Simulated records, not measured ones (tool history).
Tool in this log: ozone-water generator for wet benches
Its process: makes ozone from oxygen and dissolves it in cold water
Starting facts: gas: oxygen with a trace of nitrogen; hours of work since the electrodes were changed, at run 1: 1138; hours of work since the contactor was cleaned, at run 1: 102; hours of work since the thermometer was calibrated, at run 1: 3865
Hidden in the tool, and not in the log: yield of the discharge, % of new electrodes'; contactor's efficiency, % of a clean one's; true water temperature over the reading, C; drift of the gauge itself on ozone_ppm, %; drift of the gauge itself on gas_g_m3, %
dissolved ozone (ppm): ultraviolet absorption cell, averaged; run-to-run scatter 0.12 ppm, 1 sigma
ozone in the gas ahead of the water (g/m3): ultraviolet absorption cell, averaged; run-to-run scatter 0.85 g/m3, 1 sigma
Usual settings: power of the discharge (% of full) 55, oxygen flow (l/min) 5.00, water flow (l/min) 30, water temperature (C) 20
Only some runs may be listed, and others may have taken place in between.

run	day	power of the discharge (% of full)	oxygen flow (l/min)	water flow (l/min)	water temperature (C)	hours of work since the electrodes were changed	hours of work since the contactor was cleaned	hours of work since the thermometer was calibrated	dissolved ozone (ppm)	ozone in the gas ahead of the water (g/m3)
1	0.000	55	5.00	30	20	1138	102	3865	11.0	137.2
2	0.875	55	5.00	30	20	1154	119	3882	11.1	136.1
3	2.392	55	5.11	30	20	1184	149	3912	11.1	135.0
4	4.062	55	5.11	30	20	1216	181	3944	11.3	135.8
5	4.888	55	5.11	30	20	1232	197	3960	11.0	137.3
6	6.583	55	5.11	30	20	1265	230	3993	11.1	133.4
7	8.154	55	5.11	30	20	1295	260	4023	11.1	134.8
8	9.150	55	5.11	30	20	1315	280	4043	11.2	134.1
9	9.996	55	5.11	30	20	1331	296	4059	11.1	133.3
10	11.221	55	5.11	30	20	1355	320	4083	11.0	134.7
11	12.762	98	5.00	30	20	1385	350	4112	15.7	193.9
12	13.979	98	5.00	30	20	1408	373	4136	15.5	194.2
13	14.738	98	5.00	30	20	1423	388	4151	15.8	195.4
14	15.925	51	5.00	30	20	1446	411	4174	10.4	129.8
15	17.462	65	7.33	30	24	1476	441	4203	11.9	124.9
# day 18.529: water thermometer calibrated
16	18.608	55	5.00	39	15	1497	462	2	9.0	135.0
17	20.204	55	5.00	39	15	1528	493	32	8.9	135.7
18	21.404	90	5.00	47	15	1552	517	56	10.2	185.0
19	22.733	74	5.00	30	18	1577	542	81	13.5	163.7
20	23.625	74	5.00	30	18	1595	560	99	13.4	163.0
21	25.204	59	5.00	32	16	1625	590	129	11.3	142.1
22	26.738	56	6.57	30	18	1655	620	159	11.7	119.0
23	27.929	55	5.00	23	20	1678	643	182	13.9	134.6
24	29.079	89	4.62	46	13	1700	665	204	9.7	190.4
25	30.092	55	8.14	25	20	1720	685	224	13.1	107.8
26	31.129	66	5.00	30	20	1740	705	244	12.5	152.1
27	32.529	96	5.00	38	20	1767	732	271	12.2	189.3

Measured result minus the same run's result without the hidden state. Both carry the same run-to-run variation, though not necessarily the same gauge scatter:
run	dissolved ozone (ppm)	ozone in the gas ahead of the water (g/m3)
1	-0.2	-2.2
2	-0.2	-2.2
3	-0.3	-2.2
4	-0.3	-2.4
5	-0.3	-2.4
6	-0.4	-2.4
7	-0.3	-2.4
8	-0.3	-2.4
9	-0.3	-2.5
10	-0.4	-2.5
11	-0.6	-5.4
12	-0.6	-5.5
13	-0.7	-5.5
14	-0.3	-2.5
15	-0.4	-2.9
16	-0.3	-2.8
17	-0.3	-2.9
18	-0.4	-5.4
19	-0.5	-4.3
20	-0.5	-4.3
21	-0.4	-3.3
22	-0.4	-2.8
23	-0.4	-3.1
24	-0.5	-6.1
25	-0.5	-2.5
26	-0.5	-4.2
27	-0.6	-6.6
